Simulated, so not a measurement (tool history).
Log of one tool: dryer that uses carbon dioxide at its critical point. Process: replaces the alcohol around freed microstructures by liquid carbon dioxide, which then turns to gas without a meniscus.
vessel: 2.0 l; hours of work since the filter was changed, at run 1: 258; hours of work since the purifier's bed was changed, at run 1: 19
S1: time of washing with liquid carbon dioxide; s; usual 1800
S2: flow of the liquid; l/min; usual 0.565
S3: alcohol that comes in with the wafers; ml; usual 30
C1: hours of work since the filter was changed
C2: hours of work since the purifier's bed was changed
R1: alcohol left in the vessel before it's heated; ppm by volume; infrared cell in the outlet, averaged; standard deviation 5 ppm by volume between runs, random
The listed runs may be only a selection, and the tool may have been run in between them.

Run 1, hour 0: usual settings; C1 258; C2 19. Result: R1 26 ppm by volume.
Run 2, hour 46: usual settings; C1 272; C2 33. Result: R1 30 ppm by volume.
Run 3, hour 76.1: usual settings; C1 281; C2 42. Result: R1 27 ppm by volume.
Run 4, hour 117.4: usual settings but S2 0.44 l/min; C1 294; C2 55. Result: R1 76 ppm by volume.
At hour 149.1: inlet filter changed.
Run 5, hour 164.4: usual settings but S3 53 ml; C1 5; C2 69. Result: R1 34 ppm by volume.
Run 6, hour 217.5: usual settings but S3 53 ml; C1 21; C2 85. Result: R1 30 ppm by volume.
Run 7, hour 242.7: usual settings but S3 53 ml; C1 28; C2 92. Result: R1 29 ppm by volume.
Run 8, hour 278.8: usual settings but S3 53 ml; C1 39; C2 103. Result: R1 30 ppm by volume.
Run 9, hour 335.9: usual settings but S3 53 ml; C1 56; C2 120. Result: R1 35 ppm by volume.
Run 10, hour 373.9: usual settings but S3 53 ml; C1 68; C2 132. Result: R1 41 ppm by volume.
Run 11, hour 418.3: usual settings; C1 81; C2 145. Result: R1 38 ppm by volume.
Run 12, hour 476.2: usual settings; C1 99; C2 163. Result: R1 40 ppm by volume.
Run 13, hour 529.9: usual settings; C1 115; C2 179. Result: R1 45 ppm by volume.
Run 14, hour 578.2: usual settings but S3 64 ml; C1 129; C2 194. Result: R1 59 ppm by volume.
Run 15, hour 624.8: usual settings but S3 64 ml; C1 144; C2 208. Result: R1 52 ppm by volume.
Run 16, hour 667.8: usual settings but S2 0.759 l/min, S3 64 ml; C1 156; C2 221. Result: R1 39 ppm by volume.
Run 17, hour 699.3: usual settings but S1 1320 s; C1 166; C2 230. Result: R1 112 ppm by volume.
Run 18, hour 737.7: usual settings but S1 1320 s, S3 25 ml; C1 178; C2 242. Result: R1 100 ppm by volume.
Run 19, hour 778.5: usual settings; C1 190; C2 254. Result: R1 49 ppm by volume.
Run 20, hour 813.5: usual settings; C1 200; C2 264. Result: R1 46 ppm by volume.
Run 21, hour 857: usual settings; C1 214; C2 278. Result: R1 51 ppm by volume.
Run 22, hour 907.5: usual settings; C1 229; C2 293. Result: R1 51 ppm by volume.
Run 23, hour 937.6: usual settings; C1 238; C2 302. Result: R1 62 ppm by volume.
Run 24, hour 967.6: usual settings but S1 1980 s; C1 247; C2 311. Result: R1 55 ppm by volume.
Run 25, hour 1017.7: usual settings but S1 1080 s, S2 0.937 l/min, S3 85 ml; C1 262; C2 326. Result: R1 102 ppm by volume.
Run 26, hour 1056.5: usual settings but S1 1080 s, S2 0.937 l/min, S3 85 ml; C1 274; C2 338. Result: R1 94 ppm by volume.
Run 27, hour 1105.2: usual settings but S1 1080 s, S2 0.361 l/min, S3 85 ml; C1 288; C2 352. Result: R1 2818 ppm by volume.
Run 28, hour 1148.8: usual settings but S1 1080 s, S2 0.361 l/min, S3 85 ml; C1 302; C2 366. Result: R1 2830 ppm by volume.
At hour 1153.6: inlet filter changed.
Run 29, hour 1203.2: usual settings but S1 1980 s, S2 0.586 l/min, S3 102 ml; C1 15; C2 382. Result: R1 63 ppm by volume.
Run 30, hour 1247.8: usual settings but S1 1980 s, S2 0.586 l/min, S3 102 ml; C1 28; C2 395. Result: R1 65 ppm by volume.
Run 31, hour 1304.7: usual settings but S1 1980 s, S2 0.817 l/min, S3 102 ml; C1 46; C2 412. Result: R1 66 ppm by volume.
Run 32, hour 1336.8: usual settings but S1 1980 s, S2 0.817 l/min, S3 102 ml; C1 55; C2 422. Result: R1 59 ppm by volume.
Run 33, hour 1381.3: usual settings but S1 1980 s, S2 0.817 l/min, S3 102 ml; C1 69; C2 435. Result: R1 45 ppm by volume.
Run 34, hour 1434.7: usual settings but S1 1980 s, S2 0.817 l/min, S3 102 ml; C1 85; C2 452. Result: R1 70 ppm by volume.
Run 35, hour 1493: usual settings but S1 2100 s, S3 46 ml; C1 102; C2 469. Result: R1 80 ppm by volume.
Run 36, hour 1531.3: usual settings but S1 1140 s, S3 46 ml; C1 114; C2 481. Result: R1 316 ppm by volume.
Run 37, hour 1562.2: usual settings but S1 1080 s, S2 0.459 l/min, S3 81 ml; C1 123; C2 490. Result: R1 1266 ppm by volume.
Run 38, hour 1590.9: usual settings but S1 1080 s, S2 0.459 l/min, S3 81 ml; C1 132; C2 499. Result: R1 1241 ppm by volume.
Run 39, hour 1637.8: usual settings but S1 1080 s, S2 0.459 l/min, S3 81 ml; C1 146; C2 513. Result: R1 1288 ppm by volume.
Run 40, hour 1669.4: usual settings but S1 1380 s, S2 0.628 l/min; C1 156; C2 522. Result: R1 104 ppm by volume.
Run 41, hour 1720.4: usual settings but S1 1560 s, S3 77 ml; C1 171; C2 538. Result: R1 155 ppm by volume.
Run 42, hour 1763.7: usual settings but S1 2220 s, S2 0.583 l/min, S3 62 ml; C1 184; C2 551. Result: R1 83 ppm by volume.
Run 43, hour 1790.9: usual settings but S1 2220 s, S2 0.583 l/min, S3 62 ml; C1 192; C2 559. Result: R1 86 ppm by volume.
Run 44, hour 1848.7: usual settings but S1 2580 s; C1 210; C2 576. Result: R1 84 ppm by volume.
Run 45, hour 1895.2: usual settings but S1 2580 s; C1 224; C2 590. Result: R1 78 ppm by volume.
Run 46, hour 1926: usual settings but S1 2580 s; C1 233; C2 600. Result: R1 84 ppm by volume.
Run 47, hour 1977: usual settings but S2 0.751 l/min, S3 24 ml; C1 248; C2 615. Result: R1 91 ppm by volume.

Predict each of these 4 candidate next runs independently; none follows another, all start after run 47:
Run A, hour 2029.3: usual settings but S1 2280 s, S2 0.634 l/min, S3 24 ml; C1 264; C2 631. Result: R1 ?.
Run B, hour 2029.3: usual settings but S1 1440 s, S2 0.896 l/min, S3 23 ml; C1 264; C2 631. Result: R1 ?.
Run C, hour 2029.3: usual settings but S1 1920 s, S2 0.695 l/min, S3 48 ml; C1 264; C2 631. Result: R1 ?.
Run D, hour 2029.3: usual settings but S1 2160 s, S2 0.661 l/min, S3 78 ml; C1 264; C2 631. Result: R1 ?.

run  R1
  A  86
  B  85
  C  90
  D  91
What these runs would have given with no unlogged condition in the tool:
run  R1
  A   4
  B   6
  C  10
  D  10

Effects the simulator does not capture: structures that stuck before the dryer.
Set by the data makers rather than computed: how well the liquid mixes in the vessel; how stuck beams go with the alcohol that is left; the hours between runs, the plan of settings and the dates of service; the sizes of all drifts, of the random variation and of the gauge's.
